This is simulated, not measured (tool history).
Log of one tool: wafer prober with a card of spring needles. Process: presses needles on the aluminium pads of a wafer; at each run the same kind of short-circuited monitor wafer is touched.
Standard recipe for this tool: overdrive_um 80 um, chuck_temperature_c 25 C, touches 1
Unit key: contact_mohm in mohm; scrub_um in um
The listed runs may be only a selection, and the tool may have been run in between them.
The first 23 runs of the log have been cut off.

| run | hour | overdrive_um | chuck_temperature_c | touches | touches since the tips were cleaned | cleanings since the card got new needles | touches since the first contact's height was set | contact_mohm | scrub_um |
|---|---|---|---|---|---|---|---|---|---|
| 24 | 150.6 | 78 | 64 | 3 | 1872 | 7 | 48653 | 267 | 19.86 |
| 25 | 155.7 | 78 | 64 | 3 | 3318 | 7 | 50099 | 273 | 19.76 |
| 26 | 161.5 | 70 | 60 | 1 | 4944 | 7 | 51725 | 286 | 17.78 |
|  | 168.0 | tips cleaned on abrasive film |
| 27 | 169.2 | 70 | 60 | 1 | 315 | 8 | 53850 | 267 | 17.80 |
| 28 | 173.1 | 61 | 25 | 2 | 1431 | 8 | 54966 | 263 | 15.49 |
| 29 | 177.5 | 80 | 45 | 2 | 2670 | 8 | 56205 | 266 | 20.31 |
| 30 | 181.4 | 78 | 52 | 2 | 3762 | 8 | 57297 | 272 | 19.89 |
| 31 | 188.1 | 92 | 45 | 1 | 5648 | 8 | 59183 | 279 | 23.27 |
|  | 191.9 | tips cleaned on abrasive film |
| 32 | 192.2 | 73 | 55 | 3 | 106 | 9 | 60318 | 263 | 18.62 |
| 33 | 197.1 | 81 | 43 | 3 | 1466 | 9 | 61678 | 259 | 20.55 |
| 34 | 202.2 | 81 | 43 | 3 | 2897 | 9 | 63109 | 261 | 20.70 |

Forecast run 35:
| 35 | 209.1 | 68 | 81 | 2 | 4859 | 9 | 65071 | ? | ? |

Run 35 gave contact_mohm 284 mohm, scrub_um 17.07 um.
With the hidden condition absent and the run-to-run variation left alone, this run would have shown contact_mohm 267 mohm, scrub_um 17.21 um.
